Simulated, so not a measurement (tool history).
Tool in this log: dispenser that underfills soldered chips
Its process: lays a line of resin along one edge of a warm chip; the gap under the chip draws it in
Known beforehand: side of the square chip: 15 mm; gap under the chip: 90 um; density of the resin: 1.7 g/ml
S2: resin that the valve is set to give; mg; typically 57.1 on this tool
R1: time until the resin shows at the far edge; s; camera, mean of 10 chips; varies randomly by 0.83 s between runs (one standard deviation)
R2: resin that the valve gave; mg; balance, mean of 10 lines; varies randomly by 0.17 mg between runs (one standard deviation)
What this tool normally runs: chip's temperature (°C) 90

{"run": 1, "day": 0.0, "chip's temperature (°C)": 90, "S2": 57.1, "R1": 79, "R2": 55.15}
{"run": 2, "day": 0.304, "chip's temperature (°C)": 90, "S2": 57.1, "R1": 105, "R2": 55.31}
{"run": 3, "day": 0.5, "chip's temperature (°C)": 90, "S2": 57.1, "R1": 127.9, "R2": 55.3}
{"day": 0.646, "done": "dispensing valve cleaned and set on the balance"}
{"day": 0.688, "done": "new syringe of resin"}
{"run": 4, "day": 0.883, "chip's temperature (°C)": 90, "S2": 57.1, "R1": 92.8, "R2": 56.94}
{"day": 1.342, "done": "new syringe of resin"}
{"run": 5, "day": 1.342, "chip's temperature (°C)": 90, "S2": 57.1, "R1": 77.9, "R2": 56.85}
{"run": 6, "day": 1.579, "chip's temperature (°C)": 90, "S2": 57.1, "R1": 98.5, "R2": 56.63}
{"run": 7, "day": 1.954, "chip's temperature (°C)": 90, "S2": 54.4, "R1": 138.4, "R2": 53.91}
{"day": 2.0, "done": "new syringe of resin"}
{"run": 8, "day": 2.308, "chip's temperature (°C)": 90, "S2": 54.4, "R1": 101.9, "R2": 53.83}
{"run": 9, "day": 2.55, "chip's temperature (°C)": 90, "S2": 54.4, "R1": 126.8, "R2": 53.99}
{"day": 2.662, "done": "new syringe of resin"}
{"run": 10, "day": 3.042, "chip's temperature (°C)": 95, "S2": 57.1, "R1": 89.2, "R2": 56.34}
{"day": 3.338, "done": "new syringe of resin"}
{"run": 11, "day": 3.529, "chip's temperature (°C)": 88, "S2": 57.1, "R1": 100.5, "R2": 55.68}
{"run": 12, "day": 3.929, "chip's temperature (°C)": 90, "S2": 57.1, "R1": 134.7, "R2": 55.87}
{"day": 4.025, "done": "new syringe of resin"}
{"run": 13, "day": 4.204, "chip's temperature (°C)": 90, "S2": 57.1, "R1": 90.2, "R2": 55.77}
{"day": 4.675, "done": "new syringe of resin"}
{"run": 14, "day": 4.688, "chip's temperature (°C)": 90, "S2": 57.1, "R1": 77.1, "R2": 55.46}
{"run": 15, "day": 5.058, "chip's temperature (°C)": 90, "S2": 57.1, "R1": 108.5, "R2": 55.74}
{"day": 5.325, "done": "new syringe of resin"}
{"day": 5.467, "done": "dispensing valve cleaned and set on the balance"}
{"run": 16, "day": 5.483, "chip's temperature (°C)": 97, "S2": 57.1, "R1": 63.7, "R2": 56.84}
{"run": 17, "day": 5.804, "chip's temperature (°C)": 97, "S2": 57.1, "R1": 87, "R2": 57.21}
{"day": 6.033, "done": "new syringe of resin"}
{"run": 18, "day": 6.058, "chip's temperature (°C)": 97, "S2": 57.1, "R1": 59.2, "R2": 56.83}
{"run": 19, "day": 6.317, "chip's temperature (°C)": 76, "S2": 64.8, "R1": 184, "R2": 64.34}
{"day": 6.708, "done": "new syringe of resin"}
{"run": 20, "day": 6.767, "chip's temperature (°C)": 98, "S2": 58.6, "R1": 57.6, "R2": 58.19}
{"run": 21, "day": 7.217, "chip's temperature (°C)": 101, "S2": 72, "R1": 77.3, "R2": 71.5}
{"day": 7.362, "done": "new syringe of resin"}
{"run": 22, "day": 7.7, "chip's temperature (°C)": 101, "S2": 72, "R1": 65.7, "R2": 70.97}
{"day": 8.021, "done": "new syringe of resin"}
{"run": 23, "day": 8.096, "chip's temperature (°C)": 84, "S2": 72, "R1": 106.4, "R2": 70.97}
{"run": 24, "day": 8.446, "chip's temperature (°C)": 87, "S2": 72, "R1": 128.6, "R2": 70.25}
{"day": 8.683, "done": "new syringe of resin"}
{"run": 25, "day": 8.692, "chip's temperature (°C)": 87, "S2": 72, "R1": 86.6, "R2": 70.7}
{"run": 26, "day": 9.021, "chip's temperature (°C)": 104, "S2": 72, "R1": 57.6, "R2": 70.53}
{"day": 9.367, "done": "new syringe of resin"}
{"run": 27, "day": 9.412, "chip's temperature (°C)": 104, "S2": 72, "R1": 45, "R2": 70.04}
{"run": 28, "day": 9.712, "chip's temperature (°C)": 83, "S2": 67.3, "R1": 142, "R2": 65.61}
{"day": 10.029, "done": "new syringe of resin"}
{"run": 29, "day": 10.029, "chip's temperature (°C)": 83, "S2": 67.3, "R1": 101.3, "R2": 65.05}
{"day": 10.271, "done": "dispensing valve cleaned and set on the balance"}
{"run": 30, "day": 10.3, "chip's temperature (°C)": 83, "S2": 67.3, "R1": 126, "R2": 67.49}
{"run": 31, "day": 10.588, "chip's temperature (°C)": 90, "S2": 74, "R1": 119.2, "R2": 74.51}
{"day": 10.721, "done": "new syringe of resin"}
{"run": 32, "day": 10.888, "chip's temperature (°C)": 90, "S2": 51.9, "R1": 89.2, "R2": 52.02}
{"run": 33, "day": 11.296, "chip's temperature (°C)": 89, "S2": 54.8, "R1": 137.6, "R2": 54.96}
{"day": 11.375, "done": "new syringe of resin"}
{"run": 34, "day": 11.55, "chip's temperature (°C)": 89, "S2": 54.8, "R1": 92.9, "R2": 54.33}
{"day": 12.029, "done": "new syringe of resin"}
{"run": 35, "day": 12.038, "chip's temperature (°C)": 89, "S2": 54.8, "R1": 78.5, "R2": 54.35}

Below are 5 alternative next runs, each starting from the tool's condition after run 35. Predict each:
{"run": "A", "day": 12.354, "chip's temperature (°C)": 105, "S2": 57.1, "R1": "?", "R2": "?"}
{"run": "B", "day": 12.354, "chip's temperature (°C)": 85, "S2": 59.9, "R1": "?", "R2": "?"}
{"run": "C", "day": 12.354, "chip's temperature (°C)": 87, "S2": 54.8, "R1": "?", "R2": "?"}
{"run": "D", "day": 12.354, "chip's temperature (°C)": 105, "S2": 54.8, "R1": "?", "R2": "?"}
{"run": "E", "day": 12.354, "chip's temperature (°C)": 95, "S2": 52.1, "R1": "?", "R2": "?"}

run=A R1=55.7 R2=56.34
run=B R1=124.6 R2=59.37
run=C R1=116.1 R2=54.24
run=D R1=56.1 R2=54.11
run=E R1=81.8 R2=51.75
Without the tool's unlogged condition, the same runs would have read:
run=A R1=42.1 R2=56.82
run=B R1=94.4 R2=59.89
run=C R1=88 R2=54.71
run=D R1=42.5 R2=54.58
run=E R1=61.9 R2=52.19
